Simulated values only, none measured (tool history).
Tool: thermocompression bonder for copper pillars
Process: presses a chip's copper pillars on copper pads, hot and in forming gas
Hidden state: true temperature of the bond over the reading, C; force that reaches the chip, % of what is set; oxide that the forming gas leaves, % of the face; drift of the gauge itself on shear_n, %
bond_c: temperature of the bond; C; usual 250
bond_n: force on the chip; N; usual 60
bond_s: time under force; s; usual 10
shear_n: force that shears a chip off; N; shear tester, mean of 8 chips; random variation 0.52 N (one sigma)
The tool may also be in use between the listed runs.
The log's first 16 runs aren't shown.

run	hour	bond_c	bond_n	bond_s	hours of work since the heater was calibrated	hours of work since the force cell was calibrated	hours of work since the gas filter was changed	shear_n
# hour 103.3: forming gas filter changed
17	104.7	250	60	10	189	196	1	68.2
18	112	250	60	10	194	201	6	68.1
19	122.3	250	60	10	201	208	13	69
20	127.6	250	60	10	205	212	17	68.1
21	133.3	250	51	9	209	215	21	57
22	141.8	265	51	16	214	221	27	84.3
23	146.5	265	48	16	218	225	30	81
24	154.6	265	48	16	223	230	35	80.2
25	160.4	250	72	10	227	234	39	81.1
26	169.9	224	62	29	234	241	46	66.9
27	180.2	223	39	29	241	248	53	40.3
28	187.9	223	39	29	246	253	58	41.1
29	194.8	250	60	6	251	258	63	57.4
30	204.5	271	60	17	258	265	70	103.7
31	211.8	271	60	17	263	270	75	102.6
32	217	250	56	21	266	273	78	82.3
33	224.8	257	41	21	272	279	84	68.3
34	229.8	279	41	21	275	282	87	90.8
35	237.6	244	43	21	280	287	93	58.2
36	242.3	225	78	8	284	291	96	53.6
37	253	248	78	14	291	298	103	91.9
38	259	248	78	14	295	302	107	91.9
39	266.3	250	60	11	300	307	112	70.4
40	275.8	250	60	11	307	314	119	70

4 ways to go on from here, each from the tool as it stands after run 40. What would each give?
A	284.6	250	59	11	313	320	125	?
B	284.6	250	60	6	313	320	125	?
C	284.6	230	77	7	313	320	125	?
D	284.6	250	60	8	313	320	125	?

run	shear_n
A	69
B	57
C	54.2
D	63.7
Without the tool's hidden state the same runs would have given:
run	shear_n
A	69.1
B	57.1
C	54.2
D	63.7

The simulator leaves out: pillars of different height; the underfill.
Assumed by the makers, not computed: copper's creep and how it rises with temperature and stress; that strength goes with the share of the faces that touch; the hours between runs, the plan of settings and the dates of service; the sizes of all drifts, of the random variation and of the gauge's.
